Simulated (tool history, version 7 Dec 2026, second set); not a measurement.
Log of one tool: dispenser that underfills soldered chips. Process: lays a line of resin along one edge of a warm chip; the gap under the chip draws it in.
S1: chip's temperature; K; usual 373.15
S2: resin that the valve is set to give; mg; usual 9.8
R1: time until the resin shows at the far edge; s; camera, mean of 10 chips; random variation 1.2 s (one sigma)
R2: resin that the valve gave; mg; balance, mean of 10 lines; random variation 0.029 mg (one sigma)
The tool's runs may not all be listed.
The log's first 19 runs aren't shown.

run	hour	S1	S2	R1	R2
20	83.5	372.15	11.46	139.4	11.07
21	87.6	382.15	11.29	104.6	10.96
22	90.5	382.15	11.29	112.2	10.92
# hour 92.8: new syringe of resin
23	95.1	382.15	11.29	79.3	10.88
24	100.3	382.15	9.36	95.2	9
25	103.4	366.15	9.92	197.4	9.52
26	108.1	366.15	9.92	224.9	9.53
# hour 109.4: new syringe of resin
27	111.3	373.15	10.96	116.1	10.49
28	114	360.15	12.01	216.3	11.52
29	120.2	360.15	12.01	260.8	11.51
30	124.7	368.15	10.52	207.1	10.08
# hour 126.3: new syringe of resin
31	128.1	368.15	10.52	144.3	10.06
32	131.6	363.15	8.55	200.4	8.17
33	135.7	363.15	8.55	220.9	8.11
34	141.4	384.15	8.97	110	8.55
# hour 143: new syringe of resin
# hour 145: dispensing valve cleaned and set on the balance
35	148.5	381.15	10.65	91.1	10.6
36	152	369.15	8.43	162.1	8.44

Forecast each of these 4 alternatives for the next run:
A	156.8	369.15	8.78	?	?
B	156.8	369.15	8.98	?	?
C	156.8	388.15	10.69	?	?
D	156.8	372.15	10.06	?	?

run	R1	R2
A	187	8.74
B	185.5	8.91
C	85.1	10.54
D	163.5	10.02
Without the tool's hidden state the same runs would have given:
run	R1	R2
A	133.5	8.8
B	132.7	8.96
C	60.7	10.61
D	116.9	10.08
